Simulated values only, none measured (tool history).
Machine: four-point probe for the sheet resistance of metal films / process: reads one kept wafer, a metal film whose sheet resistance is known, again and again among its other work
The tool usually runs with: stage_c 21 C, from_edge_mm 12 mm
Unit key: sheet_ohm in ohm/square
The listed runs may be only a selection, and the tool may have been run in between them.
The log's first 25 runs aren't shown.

| run | hour | stage_c | from_edge_mm | sheet_ohm |
|---|---|---|---|---|
| 26 | 536.4 | 30 | 7 | 17.281141 |
| 27 | 552.1 | 21 | 18 | 17.328406 |
| 28 | 573.1 | 35 | 3 | 17.440347 |
| 29 | 599.2 | 35 | 3 | 17.444346 |
| 30 | 627.9 | 29 | 3 | 17.494829 |
| 31 | 653.9 | 22 | 29 | 17.306715 |
| 32 | 672.9 | 30 | 17 | 17.238683 |
| 33 | 688.6 | 30 | 17 | 17.244808 |
| 34 | 705.7 | 25 | 66 | 17.284817 |
| 35 | 720.7 | 29 | 12 | 17.260150 |
| 36 | 735.4 | 21 | 65 | 17.317670 |
| 37 | 763.8 | 24 | 4 | 17.429373 |
| 38 | 785.2 | 24 | 4 | 17.437854 |
| 39 | 813.0 | 24 | 19 | 17.293886 |
| 40 | 827.4 | 25 | 13 | 17.297099 |
| 41 | 848.2 | 35 | 37 | 17.200237 |
| 42 | 874.4 | 27 | 11 | 17.287866 |
| 43 | 890.7 | 18 | 12 | 17.369147 |
| 44 | 916.9 | 19 | 5 | 17.436484 |
| 45 | 938.7 | 33 | 32 | 17.221843 |
| 46 | 967.8 | 19 | 13 | 17.358281 |

Forecast each of these 3 alternatives for the next run:
| A | 980.0 | 24 | 12 | ? |
| B | 980.0 | 29 | 34 | ? |
| C | 980.0 | 19 | 4 | ? |

| run | sheet_ohm |
|---|---|
| A | 17.311155 |
| B | 17.251229 |
| C | 17.490562 |
What these runs would have given with no unlogged condition in the tool:
| run | sheet_ohm |
|---|---|
| A | 17.307927 |
| B | 17.247845 |
| C | 17.487482 |
